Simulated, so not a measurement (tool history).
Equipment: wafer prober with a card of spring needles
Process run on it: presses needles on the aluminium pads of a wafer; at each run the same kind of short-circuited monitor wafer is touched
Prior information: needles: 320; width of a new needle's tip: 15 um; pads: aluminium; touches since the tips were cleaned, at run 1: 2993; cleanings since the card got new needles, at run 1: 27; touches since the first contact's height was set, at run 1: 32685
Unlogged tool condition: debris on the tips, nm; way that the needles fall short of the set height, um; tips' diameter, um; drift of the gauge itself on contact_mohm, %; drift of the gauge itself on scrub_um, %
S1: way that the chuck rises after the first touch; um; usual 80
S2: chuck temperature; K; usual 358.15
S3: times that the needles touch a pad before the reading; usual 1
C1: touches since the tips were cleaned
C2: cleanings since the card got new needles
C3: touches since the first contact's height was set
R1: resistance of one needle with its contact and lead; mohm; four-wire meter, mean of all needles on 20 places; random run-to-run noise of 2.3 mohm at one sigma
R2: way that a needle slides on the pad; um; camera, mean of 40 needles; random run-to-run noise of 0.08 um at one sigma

| run | hour | S1 | S2 | S3 | C1 | C2 | C3 | R1 | R2 |
|---|---|---|---|---|---|---|---|---|---|
| 1 | 0.0 | 80 | 358.15 | 1 | 2993 | 27 | 32685 | 257 | 20.54 |
|  | 1.6 | tips cleaned on abrasive film |
| 2 | 9.6 | 80 | 358.15 | 1 | 1675 | 28 | 34684 | 253 | 20.66 |
|  | 17.0 | tips cleaned on abrasive film |
| 3 | 22.8 | 93 | 358.15 | 1 | 1218 | 29 | 37440 | 252 | 24.00 |
|  | 33.5 | tips cleaned on abrasive film |
| 4 | 35.3 | 93 | 358.15 | 1 | 378 | 30 | 40054 | 253 | 24.10 |
| 5 | 44.7 | 93 | 358.15 | 1 | 2353 | 30 | 42029 | 249 | 23.88 |
|  | 49.4 | tips cleaned on abrasive film |
| 6 | 53.9 | 80 | 358.15 | 1 | 940 | 31 | 43943 | 254 | 20.76 |
|  | 65.6 | tips cleaned on abrasive film |
| 7 | 67.0 | 80 | 358.15 | 1 | 293 | 32 | 46699 | 257 | 20.59 |
| 8 | 77.1 | 84 | 358.15 | 1 | 2415 | 32 | 48821 | 252 | 21.72 |
|  | 81.4 | tips cleaned on abrasive film |
| 9 | 88.4 | 84 | 358.15 | 1 | 1463 | 33 | 51175 | 256 | 21.56 |
|  | 97.0 | tips cleaned on abrasive film |
| 10 | 106.5 | 84 | 358.15 | 1 | 2007 | 34 | 54972 | 255 | 21.49 |
|  | 113.0 | tips cleaned on abrasive film |
| 11 | 121.9 | 80 | 358.15 | 1 | 1884 | 35 | 58192 | 254 | 20.50 |
|  | 128.6 | tips cleaned on abrasive film |
| 12 | 137.6 | 80 | 358.15 | 1 | 1909 | 36 | 61486 | 260 | 20.56 |
|  | 144.2 | tips cleaned on abrasive film |
| 13 | 150.1 | 80 | 358.15 | 1 | 1234 | 37 | 64085 | 254 | 20.46 |
|  | 151.3 | height of the first contact set anew |
|  | 160.2 | tips cleaned on abrasive film |
| 14 | 167.0 | 80 | 358.15 | 1 | 1434 | 38 | 3292 | 254 | 20.58 |
|  | 176.3 | tips cleaned on abrasive film |
| 15 | 183.0 | 80 | 358.15 | 1 | 1407 | 39 | 6638 | 258 | 20.44 |
|  | 192.6 | tips cleaned on abrasive film |
| 16 | 201.3 | 74 | 358.15 | 1 | 1824 | 40 | 10458 | 254 | 19.03 |
|  | 208.6 | tips cleaned on abrasive film |
| 17 | 212.1 | 74 | 358.15 | 1 | 730 | 41 | 12712 | 254 | 19.11 |
|  | 224.4 | tips cleaned on abrasive film |
| 18 | 229.3 | 98 | 331.15 | 1 | 1038 | 42 | 16328 | 241 | 24.96 |
|  | 239.8 | tips cleaned on abrasive film |
| 19 | 239.8 | 79 | 328.15 | 1 | 0 | 43 | 18512 | 246 | 20.25 |
| 20 | 252.3 | 80 | 358.15 | 2 | 2626 | 43 | 21138 | 256 | 20.56 |
|  | 255.7 | tips cleaned on abrasive film |
| 21 | 269.6 | 79 | 312.15 | 2 | 2938 | 44 | 24769 | 243 | 20.17 |
|  | 271.8 | tips cleaned on abrasive film |
| 22 | 283.8 | 80 | 311.15 | 2 | 2514 | 45 | 27731 | 240 | 20.52 |
|  | 287.5 | tips cleaned on abrasive film |
| 23 | 301.5 | 80 | 311.15 | 2 | 2955 | 46 | 31447 | 242 | 20.39 |
|  | 303.3 | tips cleaned on abrasive film |
| 24 | 309.3 | 80 | 311.15 | 2 | 1271 | 47 | 33063 | 246 | 20.38 |
|  | 318.7 | tips cleaned on abrasive film |
| 25 | 325.0 | 80 | 311.15 | 2 | 1321 | 48 | 36355 | 248 | 20.45 |
|  | 334.4 | tips cleaned on abrasive film |
| 26 | 335.3 | 80 | 311.15 | 2 | 187 | 49 | 38496 | 244 | 20.40 |

5 ways to go on from here, each from the tool as it stands after run 26. What would each give?
| A | 346.9 | 70 | 311.15 | 1 | 2636 | 49 | 40945 | ? | ? |
| B | 346.9 | 80 | 347.15 | 2 | 2636 | 49 | 40945 | ? | ? |
| C | 346.9 | 82 | 358.15 | 1 | 2636 | 49 | 40945 | ? | ? |
| D | 346.9 | 69 | 340.15 | 1 | 2636 | 49 | 40945 | ? | ? |
| E | 346.9 | 79 | 303.15 | 1 | 2636 | 49 | 40945 | ? | ? |

| run | R1 | R2 |
|---|---|---|
| A | 243 | 17.80 |
| B | 250 | 20.28 |
| C | 254 | 20.89 |
| D | 247 | 17.62 |
| E | 243 | 20.14 |
Take away the tool's hidden state, keep each run's random variation, and the runs would have read:
| run | R1 | R2 |
|---|---|---|
| A | 242 | 18.07 |
| B | 249 | 20.59 |
| C | 254 | 21.21 |
| D | 246 | 17.89 |
| E | 242 | 20.44 |
